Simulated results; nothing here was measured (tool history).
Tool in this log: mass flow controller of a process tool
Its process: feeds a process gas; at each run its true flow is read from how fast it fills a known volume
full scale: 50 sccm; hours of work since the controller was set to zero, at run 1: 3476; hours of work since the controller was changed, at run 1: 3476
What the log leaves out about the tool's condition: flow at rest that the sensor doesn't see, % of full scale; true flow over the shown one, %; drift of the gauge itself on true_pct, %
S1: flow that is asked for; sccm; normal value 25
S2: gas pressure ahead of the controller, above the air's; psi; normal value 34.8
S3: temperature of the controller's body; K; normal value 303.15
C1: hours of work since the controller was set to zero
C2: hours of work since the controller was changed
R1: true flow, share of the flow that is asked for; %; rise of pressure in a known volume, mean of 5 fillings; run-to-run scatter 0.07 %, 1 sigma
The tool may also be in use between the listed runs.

| run | hour | S1 | S2 | S3 | C1 | C2 | R1 |
|---|---|---|---|---|---|---|---|
| 1 | 0.0 | 25 | 34.8 | 303.15 | 3476 | 3476 | 99.08 |
| 2 | 180.6 | 6 | 34.8 | 303.15 | 3593 | 3593 | 98.54 |
| 3 | 401.7 | 27 | 34.8 | 303.15 | 3735 | 3735 | 98.86 |
| 4 | 575.3 | 27 | 34.8 | 303.15 | 3847 | 3847 | 98.96 |
| 5 | 668.8 | 25 | 34.8 | 303.15 | 3907 | 3907 | 98.77 |
| 6 | 867.3 | 25 | 34.8 | 303.15 | 4035 | 4035 | 98.72 |
| 7 | 1063.0 | 25 | 34.8 | 303.15 | 4161 | 4161 | 98.77 |
| 8 | 1294.8 | 25 | 24.8 | 303.15 | 4311 | 4311 | 99.07 |
| 9 | 1483.9 | 25 | 34.8 | 307.15 | 4432 | 4432 | 98.38 |
| 10 | 1584.5 | 25 | 25.1 | 303.15 | 4497 | 4497 | 99.02 |
| 11 | 1755.2 | 25 | 25.1 | 303.15 | 4607 | 4607 | 98.95 |
| 12 | 1893.8 | 25 | 34.8 | 303.15 | 4697 | 4697 | 98.70 |
| 13 | 2055.8 | 25 | 34.8 | 303.15 | 4801 | 4801 | 98.73 |
| 14 | 2229.6 | 25 | 34.8 | 303.15 | 4913 | 4913 | 98.53 |
| 15 | 2428.0 | 25 | 34.8 | 303.15 | 5041 | 5041 | 98.69 |
| 16 | 2631.2 | 25 | 34.8 | 297.15 | 5172 | 5172 | 99.04 |
| 17 | 2759.4 | 25 | 34.8 | 297.15 | 5254 | 5254 | 98.98 |
| 18 | 2969.6 | 25 | 34.8 | 297.15 | 5390 | 5390 | 99.03 |
| 19 | 3110.3 | 25 | 34.8 | 297.15 | 5480 | 5480 | 98.92 |
| 20 | 3335.4 | 25 | 34.8 | 297.15 | 5625 | 5625 | 98.92 |
| 21 | 3457.6 | 25 | 34.8 | 303.15 | 5704 | 5704 | 98.31 |
| 22 | 3571.7 | 25 | 31.0 | 303.15 | 5778 | 5778 | 98.55 |
| 23 | 3747.9 | 25 | 31.0 | 303.15 | 5891 | 5891 | 98.48 |
| 24 | 3872.9 | 25 | 31.0 | 303.15 | 5972 | 5972 | 98.56 |
| 25 | 4078.8 | 25 | 31.0 | 303.15 | 6104 | 6104 | 98.40 |
| 26 | 4261.4 | 25 | 26.5 | 303.15 | 6222 | 6222 | 98.49 |
| 27 | 4463.1 | 8 | 38.3 | 294.15 | 6352 | 6352 | 98.61 |
| 28 | 4664.2 | 8 | 38.3 | 294.15 | 6482 | 6482 | 98.55 |
|  | 4857.0 | gauge calibrated |
|  | 4860.0 | controller exchanged for a calibrated one |
| 29 | 4886.0 | 34 | 40.3 | 305.15 | 17 | 17 | 98.74 |
| 30 | 5040.3 | 34 | 40.3 | 305.15 | 116 | 116 | 98.70 |
| 31 | 5206.8 | 31 | 38.9 | 303.15 | 223 | 223 | 98.88 |
| 32 | 5396.7 | 24 | 36.1 | 297.15 | 346 | 346 | 99.30 |
| 33 | 5537.8 | 30 | 20.7 | 297.15 | 437 | 437 | 99.99 |
| 34 | 5696.1 | 30 | 20.7 | 297.15 | 539 | 539 | 100.07 |
| 35 | 5841.1 | 30 | 20.7 | 305.15 | 632 | 632 | 99.21 |
| 36 | 6053.1 | 13 | 21.0 | 293.15 | 769 | 769 | 100.04 |
| 37 | 6286.2 | 13 | 21.0 | 293.15 | 919 | 919 | 99.79 |
| 38 | 6446.5 | 33 | 23.5 | 302.15 | 1022 | 1022 | 99.18 |
| 39 | 6643.1 | 11 | 29.3 | 300.15 | 1149 | 1149 | 98.83 |
| 40 | 6841.7 | 8 | 21.0 | 305.15 | 1277 | 1277 | 98.66 |
| 41 | 6989.6 | 8 | 21.5 | 298.15 | 1372 | 1372 | 99.27 |
| 42 | 7146.8 | 5 | 34.8 | 303.15 | 1473 | 1473 | 98.34 |
| 43 | 7264.2 | 25 | 37.3 | 299.15 | 1549 | 1549 | 98.86 |
| 44 | 7447.4 | 39 | 34.5 | 299.15 | 1667 | 1667 | 99.09 |
| 45 | 7546.9 | 25 | 34.8 | 306.15 | 1731 | 1731 | 98.29 |
| 46 | 7722.0 | 25 | 34.8 | 306.15 | 1844 | 1844 | 98.03 |
| 47 | 7838.6 | 5 | 30.0 | 296.15 | 1919 | 1919 | 98.95 |
| 48 | 8068.0 | 19 | 26.7 | 294.15 | 2067 | 2067 | 99.38 |

Below are 4 alternative next runs, each starting from the tool's condition after run 48. Predict each:
| A | 8292.6 | 19 | 26.7 | 296.15 | 2212 | 2212 | ? |
| B | 8292.6 | 12 | 28.4 | 294.15 | 2212 | 2212 | ? |
| C | 8292.6 | 14 | 34.8 | 303.15 | 2212 | 2212 | ? |
| D | 8292.6 | 44 | 23.6 | 308.15 | 2212 | 2212 | ? |

| run | R1 |
|---|---|
| A | 99.20 |
| B | 99.09 |
| C | 98.16 |
| D | 98.65 |
What these runs would have given with no unlogged condition in the tool:
| run | R1 |
|---|---|
| A | 99.82 |
| B | 99.72 |
| C | 98.78 |
| D | 99.27 |
